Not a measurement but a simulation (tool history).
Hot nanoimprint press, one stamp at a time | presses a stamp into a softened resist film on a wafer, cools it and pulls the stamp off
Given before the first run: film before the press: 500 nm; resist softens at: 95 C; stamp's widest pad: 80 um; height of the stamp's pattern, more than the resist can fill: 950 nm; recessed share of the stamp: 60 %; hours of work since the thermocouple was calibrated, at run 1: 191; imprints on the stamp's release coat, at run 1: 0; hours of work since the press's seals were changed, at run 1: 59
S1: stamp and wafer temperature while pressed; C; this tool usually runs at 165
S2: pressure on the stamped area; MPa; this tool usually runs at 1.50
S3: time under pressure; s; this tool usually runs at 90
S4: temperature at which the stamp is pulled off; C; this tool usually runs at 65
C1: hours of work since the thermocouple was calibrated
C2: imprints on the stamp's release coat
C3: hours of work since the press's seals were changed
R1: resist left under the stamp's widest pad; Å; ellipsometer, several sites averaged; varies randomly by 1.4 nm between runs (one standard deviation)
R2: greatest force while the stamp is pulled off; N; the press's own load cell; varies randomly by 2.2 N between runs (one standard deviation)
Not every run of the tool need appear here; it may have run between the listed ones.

run 1 hour=0.0 | S1=165 S2=1.50 S3=90 S4=65 | C1=191 C2=0 C3=59 | R1=2092 R2=98
run 2 hour=27.9 | S1=165 S2=1.50 S3=90 S4=65 | C1=202 C2=76 C3=70 | R1=2072 R2=93
run 3 hour=86.9 | S1=165 S2=1.50 S3=90 S4=65 | C1=226 C2=237 C3=94 | R1=2095 R2=97
run 4 hour=118.6 | S1=165 S2=1.50 S3=90 S4=65 | C1=239 C2=323 C3=106 | R1=2092 R2=98
run 5 hour=170.8 | S1=176 S2=1.50 S3=90 S4=65 | C1=260 C2=466 C3=127 | R1=1261 R2=96
run 6 hour=203.8 | S1=165 S2=1.50 S3=90 S4=65 | C1=273 C2=555 C3=141 | R1=2092 R2=101
run 7 hour=265.2 | S1=165 S2=1.50 S3=90 S4=65 | C1=297 C2=723 C3=165 | R1=2105 R2=102
-- hour=298.7 stamp cleaned and given a new release coat
run 8 hour=300.1 | S1=165 S2=1.50 S3=90 S4=65 | C1=309 C2=3 C3=177 | R1=2089 R2=94
run 9 hour=331.7 | S1=165 S2=1.50 S3=90 S4=65 | C1=322 C2=90 C3=189 | R1=2107 R2=99
-- hour=382.3 plate thermocouple calibrated
run 10 hour=389.7 | S1=165 S2=1.50 S3=90 S4=65 | C1=3 C2=240 C3=212 | R1=2076 R2=96
run 11 hour=437.1 | S1=165 S2=1.50 S3=90 S4=65 | C1=22 C2=369 C3=231 | R1=2095 R2=102
run 12 hour=497.4 | S1=165 S2=1.50 S3=90 S4=63 | C1=46 C2=533 C3=255 | R1=2118 R2=99
run 13 hour=555.0 | S1=165 S2=1.50 S3=90 S4=63 | C1=69 C2=690 C3=278 | R1=2099 R2=102
run 14 hour=586.0 | S1=165 S2=1.50 S3=90 S4=71 | C1=82 C2=775 C3=290 | R1=2095 R2=88
-- hour=597.8 stamp cleaned and given a new release coat
run 15 hour=643.5 | S1=165 S2=1.50 S3=90 S4=71 | C1=102 C2=124 C3=311 | R1=2094 R2=89
run 16 hour=687.2 | S1=165 S2=2.36 S3=132 S4=68 | C1=120 C2=243 C3=329 | R1=1433 R2=90
run 17 hour=727.8 | S1=165 S2=2.36 S3=132 S4=68 | C1=136 C2=354 C3=345 | R1=1418 R2=92
run 18 hour=769.8 | S1=165 S2=1.13 S3=132 S4=67 | C1=153 C2=469 C3=362 | R1=2119 R2=91
run 19 hour=806.9 | S1=163 S2=2.23 S3=132 S4=67 | C1=168 C2=570 C3=377 | R1=1605 R2=95
run 20 hour=868.0 | S1=170 S2=2.31 S3=90 S4=55 | C1=193 C2=736 C3=401 | R1=1289 R2=111
-- hour=895.8 stamp cleaned and given a new release coat
run 21 hour=911.5 | S1=165 S2=1.50 S3=90 S4=55 | C1=208 C2=43 C3=416 | R1=2084 R2=109
run 22 hour=937.2 | S1=165 S2=1.50 S3=90 S4=55 | C1=218 C2=113 C3=427 | R1=2107 R2=111
run 23 hour=967.7 | S1=172 S2=1.50 S3=74 S4=65 | C1=230 C2=196 C3=439 | R1=1621 R2=99
run 24 hour=1012.5 | S1=175 S2=1.50 S3=90 S4=65 | C1=248 C2=318 C3=457 | R1=1337 R2=95
run 25 hour=1075.4 | S1=165 S2=0.92 S3=90 S4=65 | C1=273 C2=490 C3=482 | R1=2683 R2=94
run 26 hour=1113.7 | S1=168 S2=1.50 S3=164 S4=65 | C1=289 C2=594 C3=497 | R1=1455 R2=101
run 27 hour=1176.9 | S1=168 S2=1.33 S3=164 S4=50 | C1=314 C2=766 C3=523 | R1=1588 R2=126
-- hour=1191.3 stamp cleaned and given a new release coat
run 28 hour=1218.4 | S1=168 S2=1.33 S3=164 S4=50 | C1=329 C2=74 C3=537 | R1=1538 R2=118
-- hour=1251.7 plate thermocouple calibrated
run 29 hour=1253.3 | S1=169 S2=1.35 S3=143 S4=67 | C1=1 C2=161 C3=550 | R1=1551 R2=92

For each entry between runs, how does the tool's hidden state at the last listed run before it compare with that at the first listed run after it?
After run 7, before run 8: stamp cleaned and given a new release coat (hour 298.7)
  grip of the stamp's worn release coat, % over a new coat's: 0.9 -> 0
After run 9, before run 10: plate thermocouple calibrated (hour 382.3)
  true temperature over the reading, C: 0.07 -> 0.01; grip of the stamp's worn release coat, % over a new coat's: 0.1 -> 0.3
After run 14, before run 15: stamp cleaned and given a new release coat (hour 597.8)
  grip of the stamp's worn release coat, % over a new coat's: 1 -> 0.2
After run 20, before run 21: stamp cleaned and given a new release coat (hour 895.8)
  grip of the stamp's worn release coat, % over a new coat's: 0.9 -> 0.1
After run 27, before run 28: stamp cleaned and given a new release coat (hour 1191.3)
  true temperature over the reading, C: 0.07 -> 0.08; pressure that arrives at the usual setting, %: 99.94 -> 99.93; grip of the stamp's worn release coat, % over a new coat's: 1 -> 0.1
After run 28, before run 29: plate thermocouple calibrated (hour 1251.7)
  true temperature over the reading, C: 0.08 -> 0; grip of the stamp's worn release coat, % over a new coat's: 0.1 -> 0.2

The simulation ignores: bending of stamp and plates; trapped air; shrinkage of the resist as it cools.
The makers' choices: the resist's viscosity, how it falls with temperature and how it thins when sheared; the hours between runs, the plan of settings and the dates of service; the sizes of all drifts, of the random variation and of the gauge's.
